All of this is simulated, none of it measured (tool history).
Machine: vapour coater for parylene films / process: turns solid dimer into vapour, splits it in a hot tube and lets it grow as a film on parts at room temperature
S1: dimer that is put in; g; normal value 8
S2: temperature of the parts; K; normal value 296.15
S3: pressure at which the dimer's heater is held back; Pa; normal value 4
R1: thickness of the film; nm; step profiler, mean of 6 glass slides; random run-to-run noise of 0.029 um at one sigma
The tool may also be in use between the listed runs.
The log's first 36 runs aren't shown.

-- hour=1551.5 trap's valve overhauled
run 37 hour=1577.1 | S1=8 S2=291.15 S3=2.25 | R1=3130
run 38 hour=1633.2 | S1=3 S2=299.15 S3=6.32 | R1=860
run 39 hour=1676.4 | S1=3 S2=299.15 S3=6.32 | R1=830
run 40 hour=1724.1 | S1=3 S2=295.15 S3=6.32 | R1=910
run 41 hour=1755.4 | S1=6 S2=295.15 S3=6.32 | R1=1780
run 42 hour=1813.6 | S1=6 S2=295.15 S3=6.32 | R1=1720
run 43 hour=1848.8 | S1=6 S2=295.15 S3=6.32 | R1=1770
run 44 hour=1889.2 | S1=6 S2=295.15 S3=6.32 | R1=1740
run 45 hour=1924.5 | S1=5 S2=302.15 S3=4 | R1=1290
run 46 hour=1971 | S1=8 S2=302.15 S3=2.94 | R1=2110
-- hour=1992.8 trap's valve overhauled
run 47 hour=2034.3 | S1=8 S2=302.15 S3=7.75 | R1=2070

What if the next run were any one of these 3? Each begins from the tool's condition after run 47:
run A hour=2085.7 | S1=8 S2=296.15 S3=5.21 | R1=?
run B hour=2085.7 | S1=11 S2=296.15 S3=4 | R1=?
run C hour=2085.7 | S1=7 S2=296.15 S3=4 | R1=?

run=A R1=2470
run=B R1=3500
run=C R1=2190
With the hidden condition removed and each run's random variation left untouched, the same runs would have given:
run=A R1=2570
run=B R1=3640
run=C R1=2270
